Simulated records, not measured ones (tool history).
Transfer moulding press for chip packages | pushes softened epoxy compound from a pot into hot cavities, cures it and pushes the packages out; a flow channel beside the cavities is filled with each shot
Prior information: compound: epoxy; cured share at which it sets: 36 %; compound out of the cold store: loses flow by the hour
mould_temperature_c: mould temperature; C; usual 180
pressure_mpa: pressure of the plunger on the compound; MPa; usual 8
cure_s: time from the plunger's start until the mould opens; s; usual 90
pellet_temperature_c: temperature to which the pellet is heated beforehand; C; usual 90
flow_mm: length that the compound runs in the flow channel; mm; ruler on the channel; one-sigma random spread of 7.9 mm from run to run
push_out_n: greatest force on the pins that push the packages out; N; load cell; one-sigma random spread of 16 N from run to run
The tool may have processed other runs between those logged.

| run | hour | mould_temperature_c | pressure_mpa | cure_s | pellet_temperature_c | incoming compound's hours out of the cold store | flow_mm | push_out_n |
|---|---|---|---|---|---|---|---|---|
| 1 | 0 | 180 | 8 | 90 | 90 | 21.8 | 927 | 816 |
| 2 | 18.3 | 180 | 8 | 90 | 90 | 12.8 | 961 | 1032 |
| 3 | 51.6 | 180 | 8 | 90 | 90 | 13.1 | 975 | 750 |
| 4 | 78.1 | 180 | 8 | 90 | 90 | 31.9 | 880 | 989 |
| 5 | 94.5 | 180 | 8 | 90 | 97 | 20.6 | 935 | 1129 |
| 6 | 123.3 | 180 | 8 | 90 | 97 | 32 | 881 | 817 |
| 7 | 140 | 180 | 8 | 90 | 97 | 24.6 | 897 | 1013 |
| 8 | 169.2 | 180 | 8 | 90 | 97 | 28.7 | 882 | 1171 |
| 9 | 201.6 | 180 | 8 | 90 | 97 | 25.3 | 882 | 1007 |
| 10 | 217 | 180 | 8 | 90 | 94 | 38.2 | 844 | 1034 |
| 11 | 236.9 | 180 | 8 | 102 | 90 | 13.2 | 937 | 597 |
| 12 | 257.6 | 180 | 8 | 90 | 82 | 40.1 | 837 | 981 |
| 13 | 274.2 | 180 | 8 | 90 | 82 | 13 | 925 | 1197 |
| 14 | 302.1 | 180 | 8 | 90 | 90 | 12.3 | 935 | 833 |
| 15 | 331 | 180 | 8 | 83 | 90 | 25.2 | 873 | 1250 |
| 16 | 355.7 | 177 | 6.67 | 98 | 88 | 10.4 | 867 | 736 |
| 17 | 377.9 | 176 | 8 | 99 | 98 | 25.1 | 882 | 997 |
| 18 | 398.9 | 181 | 8 | 99 | 81 | 24.3 | 938 | 851 |
| 19 | 426.6 | 174 | 8 | 119 | 90 | 14.1 | 983 | 667 |
| 20 | 451.7 | 180 | 8 | 76 | 90 | 12.6 | 964 | 1704 |
| 21 | 483.5 | 180 | 8 | 76 | 90 | 11.3 | 964 | 1244 |
| 22 | 514.8 | 180 | 8 | 76 | 90 | 39 | 873 | 1531 |
| 23 | 550.3 | 179 | 8 | 90 | 90 | 25 | 920 | 881 |
| 24 | 567.1 | 181 | 6.92 | 81 | 82 | 38 | 793 | 1182 |
| 25 | 586.4 | 181 | 6.92 | 81 | 82 | 20.1 | 864 | 1384 |
| 26 | 623.2 | 181 | 6.92 | 81 | 82 | 32.8 | 805 | 1174 |
| 27 | 653 | 181 | 6.92 | 81 | 82 | 37.7 | 790 | 1356 |
| 28 | 670.6 | 179 | 6.92 | 81 | 96 | 42.1 | 778 | 997 |

Taken out of this log: 12 entries between the listed runs. Where each belongs, and how the hidden state differs across it:
Run 2 -> run 3: cavities cleaned with cleaning compound and waxed (hour 51.6)
  true mould temperature over the reading, C: 0.76 -> 0.78; pressure that reaches the compound, % of what is set: 97.84 -> 96.87; grip of the stained cavities, % over clean ones': 42.3 -> 2.3
  measured value less the no-hidden-state value, flow_mm: -13 -> -18 mm; push_out_n: +266 -> -26 N
Run 5 -> run 6: cavities cleaned with cleaning compound and waxed (hour 111.4)
  true mould temperature over the reading, C: 0.8 -> 0.81; pressure that reaches the compound, % of what is set: 95.66 -> 94.86; grip of the stained cavities, % over clean ones': 60.9 -> 22.6
  measured value less the no-hidden-state value, flow_mm: -24 -> -26 mm; push_out_n: +389 -> +114 N
Run 8 -> run 9: cavities cleaned with cleaning compound and waxed (hour 173.8)
  true mould temperature over the reading, C: 0.83 -> 0.85; pressure that reaches the compound, % of what is set: 93.61 -> 92.7; grip of the stained cavities, % over clean ones': 69.5 -> 44.2
  measured value less the no-hidden-state value, flow_mm: -33 -> -37 mm; push_out_n: +443 -> +268 N
Run 10 -> run 11: cavities cleaned with cleaning compound and waxed (hour 234.4)
  true mould temperature over the reading, C: 0.86 -> 0.87; pressure that reaches the compound, % of what is set: 92.22 -> 91.72; grip of the stained cavities, % over clean ones': 59 -> 7.3
  measured value less the no-hidden-state value, flow_mm: -37 -> -45 mm; push_out_n: +347 -> +14 N
Run 13 -> run 14: cavities cleaned with cleaning compound and waxed (hour 295)
  true mould temperature over the reading, C: 0.88 -> 0.9; pressure that reaches the compound, % of what is set: 90.58 -> 89.76; grip of the stained cavities, % over clean ones': 57.8 -> 13.9
  measured value less the no-hidden-state value, flow_mm: -50 -> -55 mm; push_out_n: +389 -> +53 N
Run 15 -> run 16: cavities cleaned with cleaning compound and waxed (hour 355.7)
  true mould temperature over the reading, C: 0.91 -> 0.92; pressure that reaches the compound, % of what is set: 88.94 -> 88.27; grip of the stained cavities, % over clean ones': 53.3 -> 1.4
  measured value less the no-hidden-state value, flow_mm: -55 -> -59 mm; push_out_n: +379 -> -41 N
Run 17 -> run 18: plunger's sealing rings changed (hour 387.6)
  pressure that reaches the compound, % of what is set: 87.68 -> 99.43; grip of the stained cavities, % over clean ones': 40.3 -> 59.4
  measured value less the no-hidden-state value, flow_mm: -63 -> -5 mm; push_out_n: +240 -> +291 N
Run 18 -> run 19: cavities cleaned with cleaning compound and waxed (hour 420.5)
  true mould temperature over the reading, C: 0.94 -> 0.96; pressure that reaches the compound, % of what is set: 99.43 -> 98.61; grip of the stained cavities, % over clean ones': 59.4 -> 14.6
  measured value less the no-hidden-state value, flow_mm: -5 -> -10 mm; push_out_n: +291 -> +49 N
Run 20 -> run 21: cavities cleaned with cleaning compound and waxed (hour 480.8)
  true mould temperature over the reading, C: 0.97 -> 0.99; pressure that reaches the compound, % of what is set: 97.89 -> 96.99; grip of the stained cavities, % over clean ones': 50.7 -> 6.6
  measured value less the no-hidden-state value, flow_mm: -13 -> -18 mm; push_out_n: +496 -> -5 N
Run 22 -> run 23: cavities cleaned with cleaning compound and waxed (hour 541.5)
  true mould temperature over the reading, C: 1 -> 1.02; pressure that reaches the compound, % of what is set: 96.09 -> 95.03; grip of the stained cavities, % over clean ones': 52.9 -> 18.6
  measured value less the no-hidden-state value, flow_mm: -20 -> -27 mm; push_out_n: +459 -> +83 N
Run 25 -> run 26: cavities cleaned with cleaning compound and waxed (hour 601.6)
  true mould temperature over the reading, C: 1.04 -> 1.06; pressure that reaches the compound, % of what is set: 93.93 -> 92.78; grip of the stained cavities, % over clean ones': 61.4 -> 40.1
  measured value less the no-hidden-state value, flow_mm: -31 -> -33 mm; push_out_n: +460 -> +272 N
Run 27 -> run 28: cavities cleaned with cleaning compound and waxed (hour 662.3)
  true mould temperature over the reading, C: 1.07 -> 1.08; pressure that reaches the compound, % of what is set: 91.84 -> 91.4; grip of the stained cavities, % over clean ones': 66.8 -> 17.4
  measured value less the no-hidden-state value, flow_mm: -37 -> -39 mm; push_out_n: +479 -> +82 N
